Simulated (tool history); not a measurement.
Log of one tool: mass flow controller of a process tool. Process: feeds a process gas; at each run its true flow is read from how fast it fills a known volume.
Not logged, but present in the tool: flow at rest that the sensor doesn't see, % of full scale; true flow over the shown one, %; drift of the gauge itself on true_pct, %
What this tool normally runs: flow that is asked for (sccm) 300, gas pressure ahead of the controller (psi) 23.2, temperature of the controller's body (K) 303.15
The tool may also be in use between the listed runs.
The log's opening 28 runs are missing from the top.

run    hour  flow that is asked for (sccm)  gas pressure ahead of the controller (psi)  temperature of the controller's body (K)  hours of work since the controller was set to zero  hours of work since the controller was changed  true flow (%)
 29  1820.8                            217                                        35.8                                    297.15                                                 781                                             781          99.57
 30  1863.5                            450                                        23.2                                    303.15                                                 807                                             807          98.82
 31  1945.3                            450                                        23.2                                    303.15                                                 857                                             857          98.90
 32  1994.0                            450                                        23.2                                    303.15                                                 886                                             886          98.99
 33  2079.2                            450                                        23.2                                    303.15                                                 938                                             938          98.99
 34  2145.5                            450                                        23.2                                    303.15                                                 979                                             979          98.91
 35  2223.5                            180                                        28.4                                    300.15                                                1026                                            1026          98.96
 36  2280.2                            180                                        28.4                                    300.15                                                1061                                            1061          98.93
 37  2343.8                            180                                        28.4                                    300.15                                                1099                                            1099          99.02
 38  2420.6                            131                                        36.5                                    302.15                                                1146                                            1146          98.72
 39  2476.4                            131                                        36.5                                    302.15                                                1180                                            1180          98.73
 40  2523.9                            300                                        24.5                                    303.15                                                1209                                            1209          98.72
 41  2597.8                            152                                        36.3                                    303.15                                                1254                                            1254          98.78
 42  2645.9                            119                                        39.2                                    293.15                                                1283                                            1283          99.89
 43  2730.8                            119                                        39.2                                    293.15                                                1335                                            1335          99.87
 44  2798.0                            119                                        39.2                                    293.15                                                1376                                            1376          99.76
 45  2854.3                            265                                        39.2                                    304.15                                                1410                                            1410          98.83
 46  2936.3                            265                                        39.2                                    304.15                                                1460                                            1460          98.84

Run 47, settings as shown, results not yet in. Your forecast:
 47  2997.9                            265                                        39.2                                    304.15                                                1498                                            1498              ?

{"run 47": {"true flow (%)": 98.67}}
With no hidden state in the tool, this same run would have given true flow (%) 98.66.
